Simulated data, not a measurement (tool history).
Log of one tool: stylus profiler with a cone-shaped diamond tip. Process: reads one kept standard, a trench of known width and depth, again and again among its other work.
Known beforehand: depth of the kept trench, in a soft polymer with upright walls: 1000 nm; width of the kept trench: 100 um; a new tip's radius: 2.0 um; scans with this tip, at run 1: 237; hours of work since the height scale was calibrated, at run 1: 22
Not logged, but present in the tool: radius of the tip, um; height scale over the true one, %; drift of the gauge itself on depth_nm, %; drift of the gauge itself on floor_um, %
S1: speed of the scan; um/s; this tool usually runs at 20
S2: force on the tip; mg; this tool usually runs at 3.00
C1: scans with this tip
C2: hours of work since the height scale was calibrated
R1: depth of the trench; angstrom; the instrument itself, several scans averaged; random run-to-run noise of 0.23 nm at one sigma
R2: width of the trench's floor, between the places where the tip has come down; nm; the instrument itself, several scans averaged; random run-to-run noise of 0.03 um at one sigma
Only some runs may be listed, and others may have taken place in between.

run 1 hour=0.0 | S1=20 S2=3.00 | C1=237 C2=22 | R1=10197.2 R2=96280
run 2 hour=42.0 | S1=20 S2=3.00 | C1=455 C2=42 | R1=10197.4 R2=96310
run 3 hour=76.3 | S1=20 S2=3.00 | C1=634 C2=59 | R1=10200.0 R2=96290
run 4 hour=105.6 | S1=20 S2=3.00 | C1=786 C2=73 | R1=10202.3 R2=96210
run 5 hour=162.3 | S1=20 S2=3.00 | C1=1081 C2=100 | R1=10203.6 R2=96130
run 6 hour=207.0 | S1=20 S2=3.00 | C1=1315 C2=122 | R1=10201.8 R2=96100
run 7 hour=241.0 | S1=20 S2=3.00 | C1=1491 C2=138 | R1=10198.4 R2=96090
run 8 hour=277.5 | S1=20 S2=3.00 | C1=1681 C2=155 | R1=10201.6 R2=96070
run 9 hour=335.0 | S1=20 S2=3.00 | C1=1980 C2=183 | R1=10199.7 R2=96040
run 10 hour=394.8 | S1=20 S2=3.00 | C1=2291 C2=212 | R1=10203.5 R2=95910
-- hour=398.8 height scale calibrated on a step standard
run 11 hour=454.8 | S1=20 S2=3.00 | C1=2601 C2=27 | R1=10206.2 R2=95900
run 12 hour=491.5 | S1=20 S2=3.00 | C1=2792 C2=45 | R1=10210.2 R2=95860
run 13 hour=529.8 | S1=8 S2=3.00 | C1=2992 C2=63 | R1=10203.7 R2=95910
run 14 hour=556.1 | S1=72 S2=2.21 | C1=3129 C2=76 | R1=10168.3 R2=95470
run 15 hour=592.6 | S1=72 S2=6.16 | C1=3319 C2=93 | R1=10334.1 R2=95610
run 16 hour=636.0 | S1=72 S2=6.16 | C1=3544 C2=114 | R1=10326.1 R2=95520
run 17 hour=667.5 | S1=29 S2=1.64 | C1=3708 C2=129 | R1=10139.1 R2=95590
run 18 hour=704.0 | S1=29 S2=1.64 | C1=3898 C2=147 | R1=10143.3 R2=95570
-- hour=710.9 height scale calibrated on a step standard, once more
run 19 hour=749.4 | S1=29 S2=1.64 | C1=4132 C2=19 | R1=10131.8 R2=95590
run 20 hour=777.7 | S1=29 S2=1.64 | C1=4279 C2=32 | R1=10132.8 R2=95480
run 21 hour=803.6 | S1=29 S2=1.64 | C1=4414 C2=45 | R1=10131.0 R2=95520
run 22 hour=845.6 | S1=29 S2=5.22 | C1=4632 C2=65 | R1=10289.9 R2=95620
run 23 hour=885.2 | S1=7 S2=8.44 | C1=4838 C2=84 | R1=10396.1 R2=95680
run 24 hour=915.9 | S1=7 S2=8.44 | C1=4998 C2=99 | R1=10397.3 R2=95610
run 25 hour=968.0 | S1=7 S2=8.44 | C1=5269 C2=124 | R1=10394.0 R2=95570
run 26 hour=1000.8 | S1=12 S2=4.18 | C1=5440 C2=139 | R1=10251.9 R2=95510

Alternative continuations, all from the tool just after run 26; predict every row:
run A hour=1030.3 | S1=16 S2=4.57 | C1=5593 C2=154 | R1=? R2=?
run B hour=1030.3 | S1=18 S2=1.67 | C1=5593 C2=154 | R1=? R2=?
run C hour=1030.3 | S1=21 S2=6.38 | C1=5593 C2=154 | R1=? R2=?
run D hour=1030.3 | S1=53 S2=3.34 | C1=5593 C2=154 | R1=? R2=?
run E hour=1030.3 | S1=10 S2=1.65 | C1=5593 C2=154 | R1=? R2=?

run=A R1=10268.1 R2=95470
run=B R1=10141.4 R2=95440
run=C R1=10334.0 R2=95480
run=D R1=10212.5 R2=95290
run=E R1=10131.3 R2=95470
Without the tool's hidden state the same runs would have given:
run=A R1=10262.7 R2=96440
run=B R1=10136.1 R2=96400
run=C R1=10328.7 R2=96440
run=D R1=10207.2 R2=96250
run=E R1=10126.0 R2=96440
